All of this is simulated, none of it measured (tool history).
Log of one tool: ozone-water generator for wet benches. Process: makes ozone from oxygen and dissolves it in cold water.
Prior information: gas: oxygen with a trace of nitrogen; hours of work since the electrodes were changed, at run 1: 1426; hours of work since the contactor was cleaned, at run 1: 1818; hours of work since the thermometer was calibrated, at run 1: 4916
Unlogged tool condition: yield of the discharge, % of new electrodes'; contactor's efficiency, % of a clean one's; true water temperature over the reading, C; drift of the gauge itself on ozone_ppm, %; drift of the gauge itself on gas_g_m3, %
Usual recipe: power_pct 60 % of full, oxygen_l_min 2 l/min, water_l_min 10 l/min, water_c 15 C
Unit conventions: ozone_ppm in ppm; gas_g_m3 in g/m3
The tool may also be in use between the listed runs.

| run | hour | power_pct | oxygen_l_min | water_l_min | water_c | hours of work since the electrodes were changed | hours of work since the contactor was cleaned | hours of work since the thermometer was calibrated | ozone_ppm | gas_g_m3 |
|---|---|---|---|---|---|---|---|---|---|---|
| 1 | 0 | 60 | 2 | 10 | 15 | 1426 | 1818 | 4916 | 14.2 | 135.8 |
| 2 | 43.1 | 94 | 2 | 10 | 15 | 1454 | 1846 | 4944 | 20.6 | 202.1 |
| 3 | 107.7 | 94 | 2 | 10 | 15 | 1497 | 1889 | 4987 | 20.6 | 201.3 |
| 4 | 204.1 | 94 | 2 | 10 | 15 | 1560 | 1952 | 5050 | 20.8 | 203.5 |
| 5 | 257.7 | 94 | 2 | 10 | 15 | 1596 | 1988 | 5085 | 20.8 | 202.6 |
| 6 | 343.9 | 94 | 2 | 10 | 15 | 1652 | 2044 | 5142 | 20.8 | 202.5 |
| 7 | 434.3 | 60 | 1.23 | 10 | 15 | 1712 | 2104 | 5202 | 13.7 | 189.2 |
| 8 | 498 | 60 | 2.09 | 10 | 15 | 1754 | 2146 | 5244 | 13.9 | 134 |
| 9 | 589.6 | 60 | 2.09 | 10 | 15 | 1814 | 2206 | 5304 | 14.1 | 131.8 |
|  | 657.6 | water thermometer calibrated |
| 10 | 658.6 | 60 | 2 | 10 | 15 | 1859 | 2251 | 1 | 14 | 136.9 |
| 11 | 732.2 | 60 | 2 | 14 | 15 | 1908 | 2300 | 49 | 9.9 | 138.3 |
| 12 | 790 | 60 | 2 | 14 | 15 | 1946 | 2338 | 87 | 9.9 | 138.6 |
| 13 | 849.9 | 60 | 2 | 14 | 15 | 1986 | 2378 | 127 | 9.9 | 136.6 |
| 14 | 928 | 93 | 2 | 10 | 15 | 2037 | 2429 | 178 | 20.4 | 202 |
| 15 | 1034.5 | 93 | 2 | 10 | 15 | 2107 | 2499 | 248 | 20.5 | 197 |
| 16 | 1102 | 60 | 2 | 10 | 15 | 2152 | 2544 | 293 | 14 | 135.4 |
| 17 | 1163.6 | 57 | 1.24 | 15 | 8 | 2192 | 2584 | 333 | 8.6 | 180.2 |
| 18 | 1255.3 | 73 | 1.35 | 7 | 13 | 2253 | 2645 | 394 | 23.6 | 210.3 |
| 19 | 1340.5 | 47 | 2 | 6 | 15 | 2309 | 2701 | 450 | 17.2 | 110.8 |
| 20 | 1389.6 | 60 | 2 | 11 | 10 | 2341 | 2733 | 482 | 13.5 | 138.8 |
| 21 | 1478.9 | 60 | 2 | 11 | 10 | 2400 | 2792 | 541 | 13.4 | 136.2 |
| 22 | 1571.1 | 60 | 2 | 11 | 10 | 2461 | 2853 | 602 | 13.5 | 137.3 |
| 23 | 1672.7 | 60 | 2 | 11 | 10 | 2528 | 2920 | 669 | 13.5 | 137.8 |
| 24 | 1718.5 | 60 | 2 | 11 | 10 | 2558 | 2950 | 699 | 13.5 | 136.3 |
| 25 | 1797.9 | 71 | 1.54 | 10 | 15 | 2610 | 3002 | 751 | 16 | 188.4 |
| 26 | 1865.3 | 42 | 1.03 | 10 | 9 | 2655 | 3047 | 796 | 10.4 | 157.7 |
| 27 | 1913 | 42 | 1.03 | 10 | 9 | 2686 | 3078 | 827 | 10.4 | 156.8 |
| 28 | 1979.7 | 98 | 1.38 | 16 | 10 | 2730 | 3122 | 871 | 12.7 | 269.1 |
| 29 | 2048.3 | 60 | 2 | 10 | 22 | 2775 | 3167 | 917 | 13 | 138.3 |
| 30 | 2102.5 | 65 | 2 | 10 | 15 | 2811 | 3203 | 952 | 15.1 | 147.5 |
| 31 | 2181.7 | 65 | 2 | 10 | 15 | 2863 | 3255 | 1004 | 15.1 | 147.6 |
| 32 | 2246.2 | 65 | 2 | 10 | 15 | 2906 | 3298 | 1047 | 14.9 | 147.6 |

Here are 5 independent what-if runs from the current tool condition. What would each one return?
| A | 2334.7 | 61 | 1.95 | 10 | 12 | 2964 | 3356 | 1105 | ? | ? |
| B | 2334.7 | 86 | 2.01 | 11 | 15 | 2964 | 3356 | 1105 | ? | ? |
| C | 2334.7 | 60 | 2.72 | 10 | 15 | 2964 | 3356 | 1105 | ? | ? |
| D | 2334.7 | 73 | 2 | 10 | 16 | 2964 | 3356 | 1105 | ? | ? |
| E | 2334.7 | 85 | 2 | 10 | 15 | 2964 | 3356 | 1105 | ? | ? |

| run | ozone_ppm | gas_g_m3 |
|---|---|---|
| A | 14.7 | 142.3 |
| B | 17.2 | 185.2 |
| C | 13.9 | 111.8 |
| D | 16.2 | 163.4 |
| E | 19 | 185.1 |
Without the tool's hidden state the same runs would have given:
| run | ozone_ppm | gas_g_m3 |
|---|---|---|
| A | 14.8 | 142.4 |
| B | 17.2 | 185.4 |
| C | 13.9 | 111.9 |
| D | 16.3 | 163.6 |
| E | 19 | 185.3 |
